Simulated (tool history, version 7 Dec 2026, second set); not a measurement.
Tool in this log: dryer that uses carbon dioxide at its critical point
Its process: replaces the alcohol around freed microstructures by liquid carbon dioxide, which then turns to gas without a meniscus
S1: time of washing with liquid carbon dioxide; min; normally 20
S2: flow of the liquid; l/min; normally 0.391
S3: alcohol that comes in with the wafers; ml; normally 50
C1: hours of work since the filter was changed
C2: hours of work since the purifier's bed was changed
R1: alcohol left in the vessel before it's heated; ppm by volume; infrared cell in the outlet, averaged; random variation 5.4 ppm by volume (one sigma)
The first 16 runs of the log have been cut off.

| run | hour | S1 | S2 | S3 | C1 | C2 | R1 |
|---|---|---|---|---|---|---|---|
| 17 | 392.5 | 20 | 0.391 | 50 | 441 | 229 | 387 |
| 18 | 414.6 | 20 | 0.391 | 50 | 458 | 247 | 403 |
|  | 434.6 | inlet filter changed |
| 19 | 434.6 | 20 | 0.391 | 50 | 0 | 261 | 201 |
| 20 | 459.5 | 20 | 0.391 | 50 | 19 | 281 | 205 |
| 21 | 485.9 | 20 | 0.391 | 50 | 40 | 301 | 222 |
| 22 | 514.1 | 19 | 0.391 | 50 | 62 | 323 | 276 |
| 23 | 549.4 | 19 | 0.391 | 50 | 89 | 350 | 303 |
| 24 | 584.7 | 20 | 0.278 | 30 | 117 | 378 | 584 |
| 25 | 615.2 | 20 | 0.278 | 30 | 140 | 401 | 620 |
| 26 | 648.5 | 20 | 0.609 | 77 | 166 | 427 | 127 |
| 27 | 674.7 | 20 | 0.391 | 43 | 186 | 448 | 286 |
| 28 | 694.2 | 20 | 0.391 | 29 | 202 | 463 | 242 |
| 29 | 724.3 | 19 | 0.308 | 43 | 225 | 486 | 838 |
| 30 | 752.1 | 19 | 0.308 | 43 | 246 | 508 | 886 |
| 31 | 770.2 | 19 | 0.339 | 92 | 261 | 522 | 1215 |
| 32 | 793.4 | 20 | 0.508 | 70 | 279 | 540 | 213 |
| 33 | 830.4 | 20 | 0.508 | 70 | 307 | 569 | 227 |
| 34 | 867.9 | 20 | 0.508 | 70 | 336 | 598 | 237 |
| 35 | 889.4 | 20 | 0.391 | 45 | 353 | 614 | 397 |
| 36 | 917.9 | 12 | 0.339 | 43 | 375 | 636 | 3043 |
| 37 | 934.2 | 29 | 0.259 | 36 | 388 | 649 | 406 |
| 38 | 960.5 | 29 | 0.259 | 36 | 408 | 670 | 427 |
| 39 | 997.6 | 25 | 0.391 | 84 | 437 | 698 | 340 |
| 40 | 1035 | 13 | 0.391 | 23 | 466 | 727 | 1140 |

Run 41 has not been measured yet. What should we expect?
|  | 1045.8 | inlet filter changed |
| 41 | 1055.1 | 15 | 0.407 | 25 | 7 | 742 | ? |

{"run 41": {"R1": 427}}
With the hidden condition absent and the run-to-run variation left alone, this run would have shown R1 234 ppm by volume.
